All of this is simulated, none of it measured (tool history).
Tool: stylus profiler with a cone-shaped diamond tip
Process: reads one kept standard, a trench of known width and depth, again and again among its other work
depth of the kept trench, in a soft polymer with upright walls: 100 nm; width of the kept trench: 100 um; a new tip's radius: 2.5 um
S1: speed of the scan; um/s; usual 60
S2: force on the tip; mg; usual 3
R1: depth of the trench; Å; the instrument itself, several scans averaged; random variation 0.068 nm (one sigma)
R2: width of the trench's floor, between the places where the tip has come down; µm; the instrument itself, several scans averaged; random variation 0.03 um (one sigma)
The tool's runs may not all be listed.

Run 1, day 0: usual settings. Result: R1 1006.5 Å, R2 98.25 µm.
Run 2, day 0.979: usual settings but S2 2.86 mg. Result: R1 1005.1 Å, R2 98.24 µm.
Run 3, day 1.779: usual settings but S2 2.86 mg. Result: R1 1005 Å, R2 98.24 µm.
Run 4, day 3.088: usual settings but S2 2.86 mg. Result: R1 1004.8 Å, R2 98.23 µm.
Run 5, day 4.438: usual settings but S1 126 um/s. Result: R1 1004.2 Å, R2 98.04 µm.
Run 6, day 5.129: usual settings but S1 126 um/s. Result: R1 1005.5 Å, R2 98.03 µm.
Run 7, day 6.179: usual settings but S1 126 um/s. Result: R1 1005.6 Å, R2 97.99 µm.
Run 8, day 7.517: usual settings but S1 126 um/s. Result: R1 1005.3 Å, R2 98.01 µm.
Run 9, day 8.396: usual settings but S1 126 um/s. Result: R1 1004.5 Å, R2 97.97 µm.
Run 10, day 10.012: usual settings. Result: R1 1005.3 Å, R2 98.19 µm.
Run 11, day 11.608: usual settings but S2 4.55 mg. Result: R1 1006.7 Å, R2 98.25 µm.
Run 12, day 13.092: usual settings but S2 2.16 mg. Result: R1 1004.4 Å, R2 98.18 µm.
Run 13, day 14.617: usual settings. Result: R1 1005 Å, R2 98.16 µm.
Run 14, day 15.829: usual settings. Result: R1 1005.3 Å, R2 98.13 µm.
Run 15, day 17.442: usual settings. Result: R1 1004.2 Å, R2 98.21 µm.
Run 16, day 18.767: usual settings. Result: R1 1004.9 Å, R2 98.2 µm.
Run 17, day 19.962: usual settings. Result: R1 1004.7 Å, R2 98.18 µm.
Run 18, day 20.962: usual settings but S1 71 um/s. Result: R1 1005.2 Å, R2 98.13 µm.
Run 19, day 21.992: usual settings but S2 1.79 mg. Result: R1 1002.9 Å, R2 98.13 µm.
Run 20, day 23.2: usual settings but S2 3.17 mg. Result: R1 1004.9 Å, R2 98.28 µm.
Run 21, day 24.033: usual settings but S2 3.17 mg. Result: R1 1004.8 Å, R2 98.14 µm.
Run 22, day 24.817: usual settings but S2 3.17 mg. Result: R1 1005.2 Å, R2 98.24 µm.
Run 23, day 26.217: usual settings. Result: R1 1003.4 Å, R2 98.26 µm.
Run 24, day 27.15: usual settings but S1 41 um/s. Result: R1 1004.8 Å, R2 98.27 µm.
Run 25, day 28.408: usual settings but S1 41 um/s. Result: R1 1003.6 Å, R2 98.23 µm.
Run 26, day 29.925: usual settings but S1 20 um/s, S2 2.53 mg. Result: R1 1003.6 Å, R2 98.36 µm.
Run 27, day 31.275: usual settings but S1 34 um/s, S2 7.71 mg. Result: R1 1009.5 Å, R2 98.3 µm.
Run 28, day 32.65: usual settings but S1 87 um/s, S2 1.89 mg. Result: R1 1002.9 Å, R2 98 µm.

Run 29 comes next. What will it give?
Run 29, day 33.467: usual settings but S1 18 um/s, S2 6.11 mg. Result: R1 ?, R2 ?.

R1: 1008 Å
R2: 98.28 µm
Without the tool's hidden state the same run would have given R1 1011.3 Å, R2 98.52 µm.
